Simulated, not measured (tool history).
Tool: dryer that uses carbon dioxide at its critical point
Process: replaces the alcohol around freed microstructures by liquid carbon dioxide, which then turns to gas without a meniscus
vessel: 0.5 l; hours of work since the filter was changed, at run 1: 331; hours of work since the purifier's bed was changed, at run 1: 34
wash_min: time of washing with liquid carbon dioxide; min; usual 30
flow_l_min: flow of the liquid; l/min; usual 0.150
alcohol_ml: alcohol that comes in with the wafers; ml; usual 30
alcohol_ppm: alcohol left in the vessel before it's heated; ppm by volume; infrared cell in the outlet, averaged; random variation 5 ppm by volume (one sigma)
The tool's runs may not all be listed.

run   hour  wash_min  flow_l_min  alcohol_ml  hours of work since the filter was changed  hours of work since the purifier's bed was changed  alcohol_ppm
  1    0.0        30       0.150          30                                         331                                                  34          109
  2   17.4        30       0.247          30                                         336                                                  40           20
  3   33.5        30       0.247          30                                         341                                                  45            4
  4   48.9        30       0.247          30                                         346                                                  49            8
  5   68.3        23       0.150          30                                         352                                                  55          467
  6   88.2        30       0.150          30                                         358                                                  61          104
  7  115.3        30       0.150          30                                         366                                                  69          122
  8  128.3        30       0.150          44                                         370                                                  73          167
  9  156.5        30       0.150          44                                         378                                                  82          160
 10  174.6        30       0.150          44                                         384                                                  87          167
 11  201.0        30       0.150          44                                         392                                                  95          181
 12  228.7        30       0.126          44                                         400                                                 103          467
 13  251.8        30       0.150          30                                         407                                                 110          131
 14  274.7        46       0.150          30                                         414                                                 117           11
 15  289.9        46       0.150          25                                         418                                                 122            7
 16  313.7        30       0.150          30                                         426                                                 129          128
 17  329.1        30       0.150          30                                         430                                                 134          138
 18  340.5        30       0.150          30                                         434                                                 137          147
 19  368.4        30       0.150          30                                         442                                                 146          140
     379.2  -- inlet filter changed
 20  392.4        30       0.150          30                                           4                                                 153           56
 21  420.4        30       0.150          30                                          12                                                 161           51
 22  443.5        27       0.167          35                                          19                                                 168           60
 23  461.0        27       0.167          35                                          25                                                 173           54
 24  478.3        27       0.167          35                                          30                                                 178           74
 25  502.8        30       0.150         111                                          37                                                 186          167
 26  522.0        20       0.137          23                                          43                                                 192          578
 27  549.3        30       0.150          37                                          51                                                 200           75
 28  571.8        30       0.150          33                                          58                                                 207           65
 29  598.7        30       0.117          30                                          66                                                 215          256
 30  618.4        30       0.117          30                                          72                                                 221          248
 31  639.8        30       0.209          54                                          79                                                 227           18
 32  655.8        30       0.198          30                                          83                                                 232           23
 33  678.2        47       0.150          30                                          90                                                 239           21
 34  699.4        47       0.150          30                                          97                                                 245           20
 35  725.2        47       0.150          30                                         104                                                 253           21
 36  753.4        35       0.244          30                                         113                                                 261           18

4 ways to go on from here, each from the tool as it stands after run 36. What would each give?
  A  767.7        24       0.095          22                                         117                                                 266            ?
  B  767.7        32       0.121          78                                         117                                                 266            ?
  C  767.7        30       0.150          92                                         117                                                 266            ?
  D  767.7        30       0.197          51                                         117                                                 266            ?

run  alcohol_ppm
  A         1309
  B          405
  C          174
  D           42
Without the tool's hidden state the same runs would have given:
run  alcohol_ppm
  A         1084
  B          290
  C          110
  D           24

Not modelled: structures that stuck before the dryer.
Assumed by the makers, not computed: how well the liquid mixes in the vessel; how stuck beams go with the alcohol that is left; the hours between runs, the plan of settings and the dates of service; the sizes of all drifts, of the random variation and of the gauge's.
